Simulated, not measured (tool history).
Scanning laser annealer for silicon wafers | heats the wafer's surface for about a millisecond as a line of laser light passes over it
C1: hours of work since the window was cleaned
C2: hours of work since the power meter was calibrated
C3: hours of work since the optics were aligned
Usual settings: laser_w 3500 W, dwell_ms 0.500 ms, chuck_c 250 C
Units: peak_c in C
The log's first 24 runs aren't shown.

run 25 hour=144.3 | laser_w=3500 dwell_ms=0.430 chuck_c=286 | C1=635 C2=81 C3=214 | peak_c=902
run 26 hour=149.5 | laser_w=3554 dwell_ms=0.556 chuck_c=215 | C1=637 C2=83 C3=216 | peak_c=930
-- hour=152.3 window over the wafer cleaned
run 27 hour=158.8 | laser_w=3055 dwell_ms=0.500 chuck_c=265 | C1=3 C2=86 C3=219 | peak_c=823
run 28 hour=163.9 | laser_w=3141 dwell_ms=0.402 chuck_c=261 | C1=5 C2=88 C3=221 | peak_c=778
run 29 hour=168.5 | laser_w=3387 dwell_ms=0.505 chuck_c=265 | C1=7 C2=90 C3=223 | peak_c=890
run 30 hour=174.2 | laser_w=3230 dwell_ms=0.435 chuck_c=250 | C1=9 C2=92 C3=225 | peak_c=801
run 31 hour=179.5 | laser_w=3447 dwell_ms=0.381 chuck_c=279 | C1=11 C2=94 C3=228 | peak_c=836
run 32 hour=185.3 | laser_w=3383 dwell_ms=0.500 chuck_c=229 | C1=13 C2=97 C3=230 | peak_c=852
-- hour=190.2 window over the wafer cleaned, once more
run 33 hour=193.4 | laser_w=3258 dwell_ms=0.365 chuck_c=229 | C1=1 C2=99 C3=232 | peak_c=787
run 34 hour=200.4 | laser_w=3258 dwell_ms=0.537 chuck_c=265 | C1=4 C2=102 C3=235 | peak_c=940
run 35 hour=208.6 | laser_w=3258 dwell_ms=0.537 chuck_c=265 | C1=7 C2=105 C3=239 | peak_c=942
run 36 hour=215.7 | laser_w=3258 dwell_ms=0.537 chuck_c=265 | C1=10 C2=108 C3=242 | peak_c=940
run 37 hour=221.0 | laser_w=3258 dwell_ms=0.462 chuck_c=243 | C1=13 C2=110 C3=244 | peak_c=872
run 38 hour=229.5 | laser_w=3258 dwell_ms=0.462 chuck_c=243 | C1=16 C2=114 C3=247 | peak_c=869
run 39 hour=235.0 | laser_w=3146 dwell_ms=0.377 chuck_c=282 | C1=18 C2=116 C3=249 | peak_c=830
run 40 hour=244.2 | laser_w=3146 dwell_ms=0.350 chuck_c=215 | C1=22 C2=120 C3=253 | peak_c=739
run 41 hour=248.0 | laser_w=3146 dwell_ms=0.350 chuck_c=263 | C1=24 C2=121 C3=255 | peak_c=787

4 ways to go on from here, each from the tool as it stands after run 41. What would each give?
run A hour=253.0 | laser_w=3765 dwell_ms=0.595 chuck_c=250 | C1=26 C2=123 C3=257 | peak_c=?
run B hour=253.0 | laser_w=3221 dwell_ms=0.589 chuck_c=243 | C1=26 C2=123 C3=257 | peak_c=?
run C hour=253.0 | laser_w=3623 dwell_ms=0.573 chuck_c=250 | C1=26 C2=123 C3=257 | peak_c=?
run D hour=253.0 | laser_w=3146 dwell_ms=0.384 chuck_c=231 | C1=26 C2=123 C3=257 | peak_c=?

run=A peak_c=1086
run=B peak_c=942
run=C peak_c=1034
run=D peak_c=779
Without the tool's hidden state the same runs would have given:
run=A peak_c=1091
run=B peak_c=946
run=C peak_c=1038
run=D peak_c=782

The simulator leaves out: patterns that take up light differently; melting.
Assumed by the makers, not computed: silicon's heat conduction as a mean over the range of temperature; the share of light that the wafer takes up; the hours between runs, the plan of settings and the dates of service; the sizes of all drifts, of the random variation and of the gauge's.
